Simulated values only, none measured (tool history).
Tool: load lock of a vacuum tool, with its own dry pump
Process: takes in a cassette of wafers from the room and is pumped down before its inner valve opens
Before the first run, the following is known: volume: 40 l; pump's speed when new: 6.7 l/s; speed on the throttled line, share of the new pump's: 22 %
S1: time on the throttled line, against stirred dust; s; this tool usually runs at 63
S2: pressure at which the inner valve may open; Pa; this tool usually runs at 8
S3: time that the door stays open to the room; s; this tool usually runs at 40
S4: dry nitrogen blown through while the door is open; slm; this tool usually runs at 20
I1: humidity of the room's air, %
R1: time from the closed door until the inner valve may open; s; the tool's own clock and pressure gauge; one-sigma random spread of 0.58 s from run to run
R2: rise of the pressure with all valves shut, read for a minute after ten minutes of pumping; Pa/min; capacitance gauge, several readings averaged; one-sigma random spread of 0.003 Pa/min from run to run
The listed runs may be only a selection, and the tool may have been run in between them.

run    hour   S1  S2   S3  S4    I1     R1     R2
  1     0.0   63   8   40  20  43.4  108.9  0.046
  2   329.2   63   8   40  20  44.4  107.5  0.039
  3   519.7   63   8   40  20  41.9  109.8  0.045
  4   714.0   63   8   40  20  44.9  108.6  0.048
  5   943.2   63   8   40  20  42.8  109.2  0.048
  6  1206.1   63   6   40  20  43.0  111.2  0.050
  7  1577.0   63   6   40  20  44.5  111.4  0.052
  8  1957.3   63   6   40  20  42.2  111.7  0.049
  9  2323.9   63   8   40  19  45.9  110.9  0.056
 10  2624.9   63   8   40  19  45.5  110.6  0.056
 11  2799.3   95   8   40  20  49.1  134.2  0.055
 12  3031.8   95   8   40  20  45.1  135.4  0.057
 13  3253.9   95   8   40  20  47.8  134.2  0.064
 14  3549.1   63   8   40  20  44.6  111.0  0.053
 15  3841.3   63   8   40  20  42.8  111.5  0.055
 16  4171.9   63   8   40  20  46.3  111.9  0.059
 17  4365.9   63   8   40  20  44.3  111.1  0.061
 18  4633.2   63   8   40  20  43.2  110.5  0.064
 19  4971.8  125   8   40  20  45.1  159.8  0.063
 20  5193.0   63   8   38  20  45.8  112.5  0.064
 21  5587.0   36   8   38   5  43.9   91.7  0.075
 22  5779.2   63   8   40   4  40.4  112.1  0.078
 23  5996.5  117  13   35   5  46.9  151.3  0.082
 24  6370.5  117  13   35   5  47.2  149.9  0.082
 25  6752.6  117  13   35   5  45.4  151.2  0.088
 26  6921.6  117  13   35   5  46.2  150.2  0.083
 27  7237.2  117  13   35   5  43.8  150.6  0.082
 28  7565.3  117  13   35   5  45.3  149.6  0.086
 29  7736.9   42  13   35   5  46.7   94.0  0.085
 30  8115.3   88  13   35   5  43.4  128.0  0.088
 31  8336.3   76   8  114  20  45.2  124.0  0.100
 32  8522.9   63  15   40   8  45.0  109.5  0.088
 33  8904.9   63  15   40   8  47.6  109.5  0.093
     9264.2  -- dry pump taken out, an overhauled one fitted
 34  9264.2  105   8   35  20  44.8  138.9  0.082
 35  9462.3  105   8   35  20  47.3  140.3  0.087
 36  9725.7  105   8   35  20  44.7  137.3  0.077
 37  9945.7  105   8  149  20  48.2  140.2  0.129

Branching from run 37: 3 alternative next runs. What would each branch give?
  A  10229.9  63   9  150   5  44.7   ?   ?
  B  10229.9  43   8  124  13  41.5   ?   ?
  C  10229.9  63   8   76  20  43.5   ?   ?

run     R1     R2
  A  106.0  0.157
  B   91.0  0.121
  C  107.1  0.102
With no hidden state in the tool, these same runs would have given:
run     R1     R2
  A  105.7  0.092
  B   90.7  0.057
  C  106.8  0.036
